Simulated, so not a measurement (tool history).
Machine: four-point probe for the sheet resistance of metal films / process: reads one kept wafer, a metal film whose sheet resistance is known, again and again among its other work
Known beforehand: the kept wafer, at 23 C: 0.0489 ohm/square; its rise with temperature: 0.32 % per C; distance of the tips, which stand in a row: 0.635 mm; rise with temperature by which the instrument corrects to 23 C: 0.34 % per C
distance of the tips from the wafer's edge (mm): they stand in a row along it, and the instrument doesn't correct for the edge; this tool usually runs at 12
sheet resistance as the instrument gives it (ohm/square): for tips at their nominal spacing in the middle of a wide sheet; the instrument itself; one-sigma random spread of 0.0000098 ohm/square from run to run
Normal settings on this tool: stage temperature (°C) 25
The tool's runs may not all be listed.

run,day,stage temperature (°C),distance of the tips from the wafer's edge (mm),sheet resistance as the instrument gives it (ohm/square)
1,0,25,12,0.048613
2,2.871,25,12,0.048625
3,5.625,25,12,0.048603
4,7.817,25,12,0.048589
5,11.462,25,12,0.048574
6,13.671,25,12,0.048557
# day 16.583: new probe head fitted
7,17.212,25,12,0.048916
8,19.258,25,12,0.048908
9,22.925,25,12,0.0489
10,25.221,24,12,0.048901
11,28.204,34,12,0.04876
12,30.162,25,23,0.048813
13,31.742,25,43,0.048796
14,34.925,25,43,0.048753
15,38.558,25,43,0.048756
# day 40.071: stage's thermometer calibrated
16,41.229,25,43,0.048688
17,44.325,25,43,0.048677
18,46.35,25,43,0.048673
19,49.596,25,43,0.048668
20,52.525,25,43,0.048658
21,54.075,25,12,0.048708
22,57.717,25,4,0.049289
23,60.858,21,3,0.049815
24,64.108,28,26,0.048569
25,66.621,29,26,0.048553
26,68.346,19,12,0.048737
27,72.121,21,4,0.049267
28,75.354,21,36,0.048609
29,78.558,22,7,0.048797
30,81.558,26,5,0.04894
31,84.375,26,5,0.048916
32,86.146,24,12,0.048584
33,88.762,32,23,0.048428
34,91.433,23,34,0.048522
35,94.083,23,34,0.048503
36,96.783,30,9,0.048519
37,99.3,27,38,0.048433
38,100.979,27,38,0.048443
39,104.442,26,57,0.048419
40,107.046,26,57,0.048416
41,110.221,34,24,0.048314
# day 111.038: stage's thermometer calibrated
42,113.604,32,10,0.04832
43,116.4,32,10,0.048323
44,118.35,29,10,0.048358

Below are 4 alternative next runs, each starting from the tool's condition after run 44. Predict each:
A,120.258,24,7,?
B,120.258,26,63,?
C,120.258,25,16,?
D,120.258,22,9,?

run,sheet resistance as the instrument gives it (ohm/square)
A,0.04853
B,0.048282
C,0.048354
D,0.048454
Had the tool no hidden state, the same runs would have come out as:
run,sheet resistance as the instrument gives it (ohm/square)
A,0.049113
B,0.048862
C,0.048934
D,0.049036
